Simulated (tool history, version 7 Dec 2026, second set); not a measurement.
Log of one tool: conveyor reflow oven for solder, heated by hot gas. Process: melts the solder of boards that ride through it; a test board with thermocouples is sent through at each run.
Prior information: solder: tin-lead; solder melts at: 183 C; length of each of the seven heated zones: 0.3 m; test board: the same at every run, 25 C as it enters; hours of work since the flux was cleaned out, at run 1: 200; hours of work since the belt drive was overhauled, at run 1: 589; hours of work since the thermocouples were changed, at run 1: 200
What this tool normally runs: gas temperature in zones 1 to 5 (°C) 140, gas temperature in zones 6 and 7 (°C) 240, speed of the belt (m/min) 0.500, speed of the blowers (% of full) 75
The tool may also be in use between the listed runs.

run    hour  gas temperature in zones 1 to 5 (°C)  gas temperature in zones 6 and 7 (°C)  speed of the belt (m/min)  speed of the blowers (% of full)  hours of work since the flux was cleaned out  hours of work since the belt drive was overhauled  hours of work since the thermocouples were changed  highest temperature of the board (°C)  time above the solder's melting point (s)
  1     0.0                                   140                                    240                      0.500                                75                                           200                                                589                                                 200                                  225.9                                       60.8
       59.1  -- flux residue cleaned out of gas plates and filters
  2    95.8                                   140                                    240                      0.500                                75                                            27                                                656                                                 267                                  226.9                                       62.0
  3   147.5                                   140                                    240                      0.489                                75                                            65                                                694                                                 305                                  227.9                                       63.7
  4   236.9                                   140                                    240                      0.500                                75                                           131                                                760                                                 371                                  227.0                                       61.8
  5   313.1                                   140                                    242                      0.500                                75                                           188                                                817                                                 427                                  228.6                                       62.4
  6   357.0                                   141                                    240                      0.500                                75                                           220                                                849                                                 460                                  225.9                                       62.3
      388.8  -- flux residue cleaned out of gas plates and filters
  7   454.9                                   141                                    240                      0.500                                75                                            49                                                918                                                 528                                  227.8                                       62.9
  8   534.4                                   130                                    240                      0.500                                75                                           108                                                976                                                 587                                  225.8                                       58.5
      582.7  -- belt drive overhauled, speed set with a stopwatch
  9   586.6                                   130                                    240                      0.500                                75                                           143                                                  3                                                 623                                  225.2                                       56.7
 10   626.3                                   140                                    240                      0.500                                82                                           172                                                 32                                                 652                                  228.6                                       61.8
 11   686.8                                   140                                    240                      0.500                                82                                           217                                                 77                                                 697                                  227.9                                       61.5
      719.9  -- flux residue cleaned out of gas plates and filters
 12   781.7                                   155                                    255                      0.584                                88                                            46                                                143                                                 763                                  241.9                                       62.2
 13   847.9                                   140                                    252                      0.500                                81                                            95                                                192                                                 812                                  240.1                                       67.4
 14   905.5                                   148                                    252                      0.501                                81                                           137                                                235                                                 855                                  241.5                                       69.5
 15   991.2                                   129                                    240                      0.476                                75                                           200                                                298                                                 918                                  228.3                                       61.0
     1048.1  -- flux residue cleaned out of gas plates and filters
 16  1089.4                                   149                                    245                      0.413                                60                                            31                                                367                                                 987                                  235.6                                       82.7
 17  1182.4                                   140                                    246                      0.599                                75                                            99                                                436                                                1055                                  228.4                                       50.6
 18  1279.5                                   140                                    246                      0.599                                75                                           171                                                507                                                1127                                  227.3                                       50.7

Run 19 comes next. What will it give?
 19  1358.5                                   126                                    251                      0.500                                78                                           229                                                566                                                1185                                      ?                                          ?

{"run 19": {"highest temperature of the board (°C)": 236.1, "time above the solder's melting point (s)": 62.2}}
Were there no unlogged condition in the tool, this run, its random variation unchanged, would have produced highest temperature of the board (°C) 234.9, time above the solder's melting point (s) 61.2.

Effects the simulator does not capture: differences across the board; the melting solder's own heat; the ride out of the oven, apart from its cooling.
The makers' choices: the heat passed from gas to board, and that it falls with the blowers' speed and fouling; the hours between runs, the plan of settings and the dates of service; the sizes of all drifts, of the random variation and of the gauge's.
